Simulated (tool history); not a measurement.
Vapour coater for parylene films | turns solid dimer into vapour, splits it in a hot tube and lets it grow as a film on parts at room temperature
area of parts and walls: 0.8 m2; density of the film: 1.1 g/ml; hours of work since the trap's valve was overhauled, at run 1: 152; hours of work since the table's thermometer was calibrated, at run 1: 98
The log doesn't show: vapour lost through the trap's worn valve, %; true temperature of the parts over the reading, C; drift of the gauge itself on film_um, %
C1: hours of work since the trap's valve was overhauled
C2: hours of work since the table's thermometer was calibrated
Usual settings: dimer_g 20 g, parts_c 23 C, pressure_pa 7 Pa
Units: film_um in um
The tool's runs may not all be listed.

{"run": 1, "hour": 0.0, "dimer_g": 20, "parts_c": 23, "pressure_pa": 7, "C1": 152, "C2": 98, "film_um": 9.94}
{"run": 2, "hour": 15.1, "dimer_g": 20, "parts_c": 23, "pressure_pa": 7, "C1": 165, "C2": 111, "film_um": 10.08}
{"run": 3, "hour": 28.6, "dimer_g": 20, "parts_c": 23, "pressure_pa": 2.85, "C1": 177, "C2": 122, "film_um": 11.45}
{"run": 4, "hour": 52.0, "dimer_g": 20, "parts_c": 23, "pressure_pa": 7, "C1": 197, "C2": 142, "film_um": 9.93}
{"run": 5, "hour": 74.3, "dimer_g": 20, "parts_c": 23, "pressure_pa": 7, "C1": 216, "C2": 161, "film_um": 9.91}
{"run": 6, "hour": 92.4, "dimer_g": 20, "parts_c": 23, "pressure_pa": 7, "C1": 232, "C2": 177, "film_um": 9.93}
{"run": 7, "hour": 103.3, "dimer_g": 20, "parts_c": 23, "pressure_pa": 7, "C1": 241, "C2": 186, "film_um": 10.02}
{"run": 8, "hour": 115.8, "dimer_g": 20, "parts_c": 23, "pressure_pa": 7, "C1": 252, "C2": 197, "film_um": 9.96}
{"run": 9, "hour": 138.6, "dimer_g": 20, "parts_c": 23, "pressure_pa": 7, "C1": 271, "C2": 217, "film_um": 9.94}
{"run": 10, "hour": 160.2, "dimer_g": 20, "parts_c": 23, "pressure_pa": 11.48, "C1": 290, "C2": 235, "film_um": 9.03}
{"run": 11, "hour": 174.1, "dimer_g": 20, "parts_c": 32, "pressure_pa": 7, "C1": 302, "C2": 247, "film_um": 8.37}
{"run": 12, "hour": 191.7, "dimer_g": 20, "parts_c": 32, "pressure_pa": 7, "C1": 317, "C2": 262, "film_um": 8.39}
{"run": 13, "hour": 209.3, "dimer_g": 20, "parts_c": 32, "pressure_pa": 7, "C1": 332, "C2": 277, "film_um": 8.27}
{"run": 14, "hour": 227.6, "dimer_g": 20, "parts_c": 32, "pressure_pa": 7, "C1": 348, "C2": 293, "film_um": 8.36}
{"run": 15, "hour": 251.2, "dimer_g": 12, "parts_c": 23, "pressure_pa": 10.51, "C1": 368, "C2": 313, "film_um": 5.41}
{"run": 16, "hour": 273.5, "dimer_g": 20, "parts_c": 19, "pressure_pa": 3.07, "C1": 387, "C2": 332, "film_um": 11.69}
{"run": 17, "hour": 287.4, "dimer_g": 20, "parts_c": 19, "pressure_pa": 3.07, "C1": 399, "C2": 344, "film_um": 11.59}
{"run": 18, "hour": 299.3, "dimer_g": 20, "parts_c": 19, "pressure_pa": 3.07, "C1": 409, "C2": 355, "film_um": 11.57}
{"run": 19, "hour": 323.1, "dimer_g": 20, "parts_c": 19, "pressure_pa": 3.07, "C1": 430, "C2": 375, "film_um": 11.49}
{"hour": 343.1, "done": "trap's valve overhauled"}
{"run": 20, "hour": 345.1, "dimer_g": 20, "parts_c": 19, "pressure_pa": 3.07, "C1": 2, "C2": 391, "film_um": 12.39}
{"run": 21, "hour": 361.6, "dimer_g": 20, "parts_c": 32, "pressure_pa": 3.07, "C1": 16, "C2": 405, "film_um": 10.02}
{"run": 22, "hour": 385.1, "dimer_g": 20, "parts_c": 24, "pressure_pa": 7, "C1": 36, "C2": 425, "film_um": 10.17}
{"run": 23, "hour": 401.8, "dimer_g": 14, "parts_c": 21, "pressure_pa": 7, "C1": 50, "C2": 439, "film_um": 7.43}
{"run": 24, "hour": 417.0, "dimer_g": 14, "parts_c": 21, "pressure_pa": 7, "C1": 63, "C2": 452, "film_um": 7.44}

Forecast each of these 4 alternatives for the next run:
{"run": "A", "hour": 431.3, "dimer_g": 8, "parts_c": 23, "pressure_pa": 7, "C1": 76, "C2": 464, "film_um": "?"}
{"run": "B", "hour": 431.3, "dimer_g": 12, "parts_c": 18, "pressure_pa": 8.52, "C1": 76, "C2": 464, "film_um": "?"}
{"run": "C", "hour": 431.3, "dimer_g": 14, "parts_c": 32, "pressure_pa": 7.09, "C1": 76, "C2": 464, "film_um": "?"}
{"run": "D", "hour": 431.3, "dimer_g": 20, "parts_c": 23, "pressure_pa": 3.74, "C1": 76, "C2": 464, "film_um": "?"}

run=A film_um=4.06
run=B film_um=6.43
run=C film_um=6.14
run=D film_um=11.25
Without the tool's hidden state the same runs would have given:
run=A film_um=4.12
run=B film_um=6.53
run=C film_um=6.24
run=D film_um=11.43
